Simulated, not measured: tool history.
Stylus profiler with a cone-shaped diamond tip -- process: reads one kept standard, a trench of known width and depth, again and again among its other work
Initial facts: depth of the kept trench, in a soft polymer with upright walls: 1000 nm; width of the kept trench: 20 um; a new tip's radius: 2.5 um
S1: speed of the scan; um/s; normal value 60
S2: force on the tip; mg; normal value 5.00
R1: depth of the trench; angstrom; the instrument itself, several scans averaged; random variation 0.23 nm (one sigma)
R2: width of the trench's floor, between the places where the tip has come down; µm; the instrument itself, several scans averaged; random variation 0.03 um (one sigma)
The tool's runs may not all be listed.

run 1 hour=0.0 | S1=60 S2=5.00 | R1=10162.2 R2=15.64
run 2 hour=43.2 | S1=60 S2=5.00 | R1=10160.4 R2=15.55
run 3 hour=92.1 | S1=60 S2=5.00 | R1=10163.0 R2=15.46
run 4 hour=156.2 | S1=124 S2=5.00 | R1=10166.6 R2=15.07
run 5 hour=218.9 | S1=124 S2=5.00 | R1=10163.0 R2=15.02
run 6 hour=266.9 | S1=60 S2=1.73 | R1=10084.2 R2=15.09
run 7 hour=315.8 | S1=124 S2=5.00 | R1=10167.6 R2=14.83
run 8 hour=369.1 | S1=81 S2=5.00 | R1=10168.7 R2=15.02
run 9 hour=423.2 | S1=81 S2=5.00 | R1=10171.3 R2=14.93
run 10 hour=459.8 | S1=81 S2=5.00 | R1=10167.9 R2=14.88
run 11 hour=508.2 | S1=60 S2=5.00 | R1=10172.2 R2=14.92
run 12 hour=544.3 | S1=60 S2=2.19 | R1=10102.7 R2=14.69
run 13 hour=589.9 | S1=60 S2=2.19 | R1=10100.8 R2=14.68
run 14 hour=643.0 | S1=60 S2=2.19 | R1=10108.4 R2=14.61
run 15 hour=691.9 | S1=60 S2=2.19 | R1=10109.1 R2=14.55
run 16 hour=756.9 | S1=108 S2=5.00 | R1=10179.2 R2=14.39
run 17 hour=795.0 | S1=60 S2=5.00 | R1=10178.2 R2=14.58
run 18 hour=859.9 | S1=60 S2=5.00 | R1=10181.9 R2=14.55
run 19 hour=889.7 | S1=60 S2=5.00 | R1=10182.5 R2=14.48
run 20 hour=949.7 | S1=60 S2=5.00 | R1=10178.9 R2=14.42
run 21 hour=1013.0 | S1=60 S2=6.94 | R1=10223.3 R2=14.41
run 22 hour=1046.1 | S1=60 S2=5.00 | R1=10183.7 R2=14.33
run 23 hour=1108.6 | S1=60 S2=5.00 | R1=10182.4 R2=14.28
run 24 hour=1156.1 | S1=85 S2=2.51 | R1=10128.4 R2=13.85
run 25 hour=1218.4 | S1=85 S2=2.51 | R1=10130.2 R2=13.83
run 26 hour=1248.7 | S1=31 S2=2.85 | R1=10138.3 R2=14.19
run 27 hour=1305.5 | S1=37 S2=12.12 | R1=10317.4 R2=14.17
run 28 hour=1356.9 | S1=155 S2=5.00 | R1=10189.9 R2=13.55
run 29 hour=1388.9 | S1=137 S2=11.03 | R1=10301.0 R2=13.77
run 30 hour=1432.2 | S1=26 S2=11.03 | R1=10303.0 R2=14.09
run 31 hour=1489.1 | S1=29 S2=6.73 | R1=10226.3 R2=13.94
run 32 hour=1542.5 | S1=60 S2=11.04 | R1=10307.5 R2=13.83
run 33 hour=1596.8 | S1=60 S2=11.04 | R1=10306.8 R2=13.83
run 34 hour=1633.6 | S1=21 S2=5.87 | R1=10213.6 R2=13.87
run 35 hour=1684.2 | S1=21 S2=5.87 | R1=10212.7 R2=13.85
run 36 hour=1713.6 | S1=21 S2=5.87 | R1=10218.8 R2=13.80
run 37 hour=1739.7 | S1=24 S2=3.72 | R1=10173.6 R2=13.74
run 38 hour=1791.9 | S1=24 S2=3.72 | R1=10175.6 R2=13.69
run 39 hour=1835.8 | S1=21 S2=5.00 | R1=10196.8 R2=13.65
run 40 hour=1893.9 | S1=65 S2=5.86 | R1=10221.7 R2=13.49
run 41 hour=1954.5 | S1=19 S2=2.06 | R1=10132.7 R2=13.52
run 42 hour=2016.7 | S1=47 S2=4.88 | R1=10201.4 R2=13.42
run 43 hour=2066.9 | S1=47 S2=4.88 | R1=10201.8 R2=13.31
run 44 hour=2125.4 | S1=60 S2=3.16 | R1=10167.7 R2=13.18
run 45 hour=2175.7 | S1=128 S2=7.64 | R1=10261.4 R2=13.01
run 46 hour=2232.5 | S1=88 S2=1.97 | R1=10134.7 R2=12.77

Measured less the same run without the tool's hidden state. The same run-to-run variation is in both; the gauge's scatter may not be:
The tool's hidden condition here consists of: radius of the tip, um; height scale over the true one, %; drift of the gauge itself on depth_nm, %; drift of the gauge itself on floor_um, %.
run=1 R1=+2.0 R2=-0.13
run=2 R1=+3.0 R2=-0.20
run=3 R1=+4.0 R2=-0.26
run=4 R1=+5.7 R2=-0.35
run=5 R1=+7.2 R2=-0.43
run=6 R1=+8.1 R2=-0.50
run=7 R1=+9.4 R2=-0.56
run=8 R1=+10.7 R2=-0.63
run=9 R1=+12.0 R2=-0.70
run=10 R1=+12.8 R2=-0.74
run=11 R1=+14.1 R2=-0.80
run=12 R1=+14.6 R2=-0.85
run=13 R1=+15.7 R2=-0.91
run=14 R1=+17.0 R2=-0.96
run=15 R1=+18.2 R2=-1.02
run=16 R1=+19.9 R2=-1.10
run=17 R1=+20.8 R2=-1.14
run=18 R1=+22.2 R2=-1.20
run=19 R1=+22.9 R2=-1.24
run=20 R1=+24.2 R2=-1.30
run=21 R1=+25.9 R2=-1.38
run=22 R1=+26.5 R2=-1.41
run=23 R1=+28.0 R2=-1.48
run=24 R1=+28.9 R2=-1.53
run=25 R1=+30.3 R2=-1.60
run=26 R1=+30.9 R2=-1.63
run=27 R1=+32.9 R2=-1.69
run=28 R1=+33.7 R2=-1.75
run=29 R1=+34.8 R2=-1.78
run=30 R1=+35.8 R2=-1.83
run=31 R1=+36.9 R2=-1.89
run=32 R1=+38.4 R2=-1.94
run=33 R1=+39.5 R2=-2.00
run=34 R1=+40.1 R2=-2.04
run=35 R1=+41.2 R2=-2.09
run=36 R1=+41.9 R2=-2.11
run=37 R1=+42.4 R2=-2.14
run=38 R1=+43.3 R2=-2.19
run=39 R1=+44.4 R2=-2.23
run=40 R1=+45.8 R2=-2.27
run=41 R1=+46.7 R2=-2.34
run=42 R1=+48.4 R2=-2.41
run=43 R1=+49.7 R2=-2.45
run=44 R1=+50.9 R2=-2.49
run=45 R1=+52.5 R2=-2.54
run=46 R1=+53.0 R2=-2.59
